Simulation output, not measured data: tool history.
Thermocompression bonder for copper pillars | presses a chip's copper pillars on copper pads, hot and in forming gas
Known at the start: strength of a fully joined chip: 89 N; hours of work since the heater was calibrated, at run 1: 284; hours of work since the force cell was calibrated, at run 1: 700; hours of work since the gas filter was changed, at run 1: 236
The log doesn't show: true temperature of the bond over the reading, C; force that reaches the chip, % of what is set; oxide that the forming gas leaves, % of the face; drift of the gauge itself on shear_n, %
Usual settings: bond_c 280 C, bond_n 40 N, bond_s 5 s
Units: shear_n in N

run,hour,bond_c,bond_n,bond_s,hours of work since the heater was calibrated,hours of work since the force cell was calibrated,hours of work since the gas filter was changed,shear_n
1,0,280,40,5,284,700,236,47.7
2,33.5,280,40,5,307,723,260,46.9
3,79.2,280,40,5,338,755,291,48.1
4,104.5,280,40,5,356,772,309,47
# hour 110.8: forming gas filter changed
5,134.9,280,40,5,376,793,17,50.1
6,158,280,40,5,392,809,33,49.7
7,203.2,280,40,5,424,840,64,48.4
8,223.3,280,40,5,437,854,78,48.9
9,252.8,280,40,5,458,874,98,48.6
10,293.6,280,40,5,486,903,126,47.8
11,334.8,280,40,5,514,931,155,47.7
12,370.2,280,24,5,539,955,179,29.1
13,414.7,280,24,5,570,986,210,29.1
14,450.8,280,24,5,594,1011,235,28.6
15,475.6,280,40,5,612,1028,252,46.8
16,518.8,280,40,5,641,1058,282,45.9
17,551.5,280,40,5,664,1080,304,45.9
# hour 566.4: forming gas filter changed
18,590.8,280,40,5,691,1107,17,47.6
19,611,280,40,5,705,1121,31,48
20,654.6,291,45,3,735,1151,61,49.8
# hour 680.4: heater calibrated with a thermocouple chip
21,684.3,266,38,7,3,1170,80,48.9
22,729.9,280,29,4,34,1202,111,36.9
23,761.3,280,29,4,56,1224,133,36
24,807.7,308,40,5,88,1256,165,63.5
25,843.3,263,48,6,112,1280,190,51.2
26,876.4,263,48,6,135,1303,213,50.6
27,923.8,263,48,6,168,1336,245,50.1
28,943.5,301,26,6,182,1349,259,44.8
29,967.2,301,26,6,198,1366,275,44.5

The next listed run, before its measurement:
30,996.9,301,26,6,219,1386,296,?

Run 30 gave shear_n 44.9 N.
Without the tool's hidden state the same run would have given shear_n 50.3 N.
